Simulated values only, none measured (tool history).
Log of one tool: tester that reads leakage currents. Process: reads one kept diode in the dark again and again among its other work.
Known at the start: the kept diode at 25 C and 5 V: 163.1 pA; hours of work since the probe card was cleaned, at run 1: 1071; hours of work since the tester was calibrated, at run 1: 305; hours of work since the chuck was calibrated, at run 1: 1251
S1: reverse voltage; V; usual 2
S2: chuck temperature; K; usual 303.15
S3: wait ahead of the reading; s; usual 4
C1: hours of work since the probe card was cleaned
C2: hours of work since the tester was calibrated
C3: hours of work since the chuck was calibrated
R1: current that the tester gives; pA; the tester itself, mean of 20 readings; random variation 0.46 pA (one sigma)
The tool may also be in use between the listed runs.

run 1 day=0 | S1=2 S2=303.15 S3=4 | C1=1071 C2=305 C3=1251 | R1=151.6
run 2 day=1.283 | S1=2 S2=303.15 S3=4 | C1=1087 C2=321 C3=1268 | R1=151.19
run 3 day=1.988 | S1=2 S2=303.15 S3=4 | C1=1096 C2=330 C3=1277 | R1=151.6
-- day=2.254 chuck's temperature calibrated
run 4 day=2.879 | S1=2 S2=303.15 S3=4 | C1=1107 C2=340 C3=8 | R1=151.48
run 5 day=3.95 | S1=2 S2=303.15 S3=4 | C1=1120 C2=354 C3=22 | R1=152.24
run 6 day=4.625 | S1=2 S2=303.15 S3=4 | C1=1129 C2=363 C3=30 | R1=151.78
run 7 day=5.317 | S1=2 S2=303.15 S3=4 | C1=1138 C2=372 C3=39 | R1=152.58
run 8 day=6.579 | S1=2 S2=303.15 S3=4 | C1=1154 C2=388 C3=55 | R1=152.11
run 9 day=7.808 | S1=2 S2=303.15 S3=4 | C1=1169 C2=403 C3=71 | R1=151.61
run 10 day=8.438 | S1=2 S2=303.15 S3=4 | C1=1177 C2=411 C3=79 | R1=151.68
run 11 day=9.696 | S1=2 S2=303.15 S3=4 | C1=1193 C2=427 C3=95 | R1=152.32
run 12 day=10.546 | S1=2 S2=303.15 S3=4 | C1=1204 C2=438 C3=106 | R1=151.41
run 13 day=11.567 | S1=2 S2=303.15 S3=4 | C1=1217 C2=451 C3=119 | R1=151.97
run 14 day=12.8 | S1=2 S2=302.15 S3=4 | C1=1233 C2=467 C3=134 | R1=140.23
run 15 day=13.879 | S1=2 S2=302.15 S3=4 | C1=1247 C2=481 C3=148 | R1=140.49
run 16 day=14.55 | S1=2 S2=302.15 S3=4 | C1=1255 C2=489 C3=157 | R1=140.55
run 17 day=15.367 | S1=2 S2=303.15 S3=4 | C1=1266 C2=500 C3=167 | R1=151.99
run 18 day=15.975 | S1=2 S2=303.15 S3=4 | C1=1273 C2=507 C3=175 | R1=152.23
run 19 day=16.588 | S1=2 S2=303.15 S3=4 | C1=1281 C2=515 C3=183 | R1=151.47
run 20 day=17.762 | S1=2 S2=303.15 S3=4 | C1=1296 C2=530 C3=198 | R1=151.49
run 21 day=18.546 | S1=1.78 S2=295.15 S3=4 | C1=1306 C2=540 C3=208 | R1=74.71
run 22 day=19.783 | S1=1.78 S2=295.15 S3=4 | C1=1322 C2=556 C3=223 | R1=74.82
run 23 day=20.638 | S1=4.49 S2=295.15 S3=7.04 | C1=1333 C2=567 C3=234 | R1=120.53
run 24 day=21.388 | S1=4.49 S2=295.15 S3=7.04 | C1=1342 C2=576 C3=244 | R1=121.1
run 25 day=22.346 | S1=7.38 S2=303.15 S3=0.98 | C1=1355 C2=588 C3=256 | R1=298.96
run 26 day=23.562 | S1=7.38 S2=303.15 S3=0.98 | C1=1370 C2=604 C3=271 | R1=300.63
run 27 day=24.833 | S1=7.79 S2=320.15 S3=1 | C1=1386 C2=620 C3=288 | R1=1090.31
run 28 day=25.5 | S1=7.79 S2=320.15 S3=1 | C1=1395 C2=629 C3=296 | R1=1092.5
run 29 day=26.329 | S1=7.79 S2=320.15 S3=1 | C1=1405 C2=639 C3=307 | R1=1096.67
run 30 day=27.583 | S1=3.38 S2=310.15 S3=1.06 | C1=1421 C2=655 C3=323 | R1=342.49
run 31 day=28.879 | S1=10.25 S2=303.15 S3=4.49 | C1=1438 C2=672 C3=339 | R1=350.8
-- day=29.425 probe card cleaned and baked
run 32 day=29.642 | S1=12.32 S2=303.15 S3=2.93 | C1=3 C2=680 C3=347 | R1=389.78
run 33 day=30.475 | S1=5.52 S2=331.15 S3=0.98 | C1=13 C2=690 C3=358 | R1=1957.71
run 34 day=31.15 | S1=5.52 S2=331.15 S3=0.98 | C1=22 C2=699 C3=366 | R1=1939.9
run 35 day=32.267 | S1=5.52 S2=331.15 S3=0.98 | C1=36 C2=713 C3=381 | R1=1941.52
run 36 day=32.971 | S1=5.52 S2=331.15 S3=0.98 | C1=45 C2=722 C3=390 | R1=1953.91
run 37 day=34.004 | S1=5.36 S2=331.15 S3=5.63 | C1=58 C2=735 C3=403 | R1=1909.19
run 38 day=34.879 | S1=1.53 S2=294.15 S3=1.75 | C1=69 C2=747 C3=414 | R1=63.51
run 39 day=35.462 | S1=6.24 S2=303.15 S3=4 | C1=77 C2=754 C3=421 | R1=273.49

Measured less the same run without the tool's hidden state. The same run-to-run variation is in both; the gauge's scatter may not be:
The hidden state here: stray current of the dirty probe card, pA a volt; current scale over the true one, %; true chuck temperature over the reading, C; drift of the gauge itself on leakage_pa, %.
run=1 R1=-0.5
run=2 R1=-0.51
run=3 R1=-0.51
run=4 R1=+0.02
run=5 R1=+0.02
run=6 R1=+0.01
run=7 R1=+0.01
run=8 R1=+0
run=9 R1=+0
run=10 R1=+0
run=11 R1=-0.01
run=12 R1=-0.01
run=13 R1=-0.01
run=14 R1=-0.02
run=15 R1=-0.02
run=16 R1=-0.02
run=17 R1=-0.04
run=18 R1=-0.04
run=19 R1=-0.04
run=20 R1=-0.04
run=21 R1=-0.02
run=22 R1=-0.03
run=23 R1=-0.04
run=24 R1=-0.04
run=25 R1=-0.11
run=26 R1=-0.12
run=27 R1=-0.51
run=28 R1=-0.54
run=29 R1=-0.57
run=30 R1=-0.2
run=31 R1=-0.19
run=32 R1=-0.28
run=33 R1=-1.2
run=34 R1=-1.23
run=35 R1=-1.28
run=36 R1=-1.33
run=37 R1=-1.35
run=38 R1=-0.06
run=39 R1=-0.25

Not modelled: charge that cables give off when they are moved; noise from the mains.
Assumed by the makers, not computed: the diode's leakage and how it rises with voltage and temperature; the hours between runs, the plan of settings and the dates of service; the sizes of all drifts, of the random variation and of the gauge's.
